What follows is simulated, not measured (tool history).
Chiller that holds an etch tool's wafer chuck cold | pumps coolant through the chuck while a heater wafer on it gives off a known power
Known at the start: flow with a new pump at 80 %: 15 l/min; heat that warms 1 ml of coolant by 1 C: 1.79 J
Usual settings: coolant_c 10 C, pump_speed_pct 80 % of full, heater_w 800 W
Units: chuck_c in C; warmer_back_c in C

| run | hour | coolant_c | pump_speed_pct | heater_w | chuck_c | warmer_back_c |
|---|---|---|---|---|---|---|
| 1 | 0.0 | 10 | 80 | 800 | 18.3 | 1.79 |
| 2 | 118.3 | 10 | 80 | 800 | 18.4 | 1.78 |
| 3 | 268.8 | 13 | 80 | 800 | 21.1 | 1.77 |
| 4 | 382.8 | 13 | 80 | 800 | 21.4 | 1.80 |
| 5 | 548.0 | 13 | 80 | 800 | 21.2 | 1.80 |
| 6 | 710.4 | 13 | 80 | 800 | 21.1 | 1.79 |
| 7 | 797.4 | 5 | 80 | 990 | 15.1 | 2.23 |
| 8 | 889.4 | 15 | 66 | 1144 | 29.2 | 3.15 |
| 9 | 1043.0 | 6 | 62 | 592 | 13.7 | 1.78 |
| 10 | 1154.3 | 6 | 62 | 592 | 13.9 | 1.74 |
| 11 | 1240.4 | 12 | 62 | 670 | 20.9 | 2.00 |

5 ways to go on from here, each from the tool as it stands after run 11. What would each give?
| A | 1313.7 | 12 | 62 | 670 | ? | ? |
| B | 1313.7 | 12 | 62 | 995 | ? | ? |
| C | 1313.7 | 1 | 96 | 670 | ? | ? |
| D | 1313.7 | 1 | 86 | 943 | ? | ? |
| E | 1313.7 | 18 | 83 | 1141 | ? | ? |

| run | chuck_c | warmer_back_c |
|---|---|---|
| A | 20.9 | 1.98 |
| B | 25.0 | 2.89 |
| C | 6.7 | 1.20 |
| D | 10.1 | 1.95 |
| E | 29.1 | 2.49 |
Without the tool's hidden state the same runs would have given:
| run | chuck_c | warmer_back_c |
|---|---|---|
| A | 20.9 | 1.98 |
| B | 25.0 | 2.89 |
| C | 6.7 | 1.20 |
| D | 10.1 | 1.95 |
| E | 29.1 | 2.49 |

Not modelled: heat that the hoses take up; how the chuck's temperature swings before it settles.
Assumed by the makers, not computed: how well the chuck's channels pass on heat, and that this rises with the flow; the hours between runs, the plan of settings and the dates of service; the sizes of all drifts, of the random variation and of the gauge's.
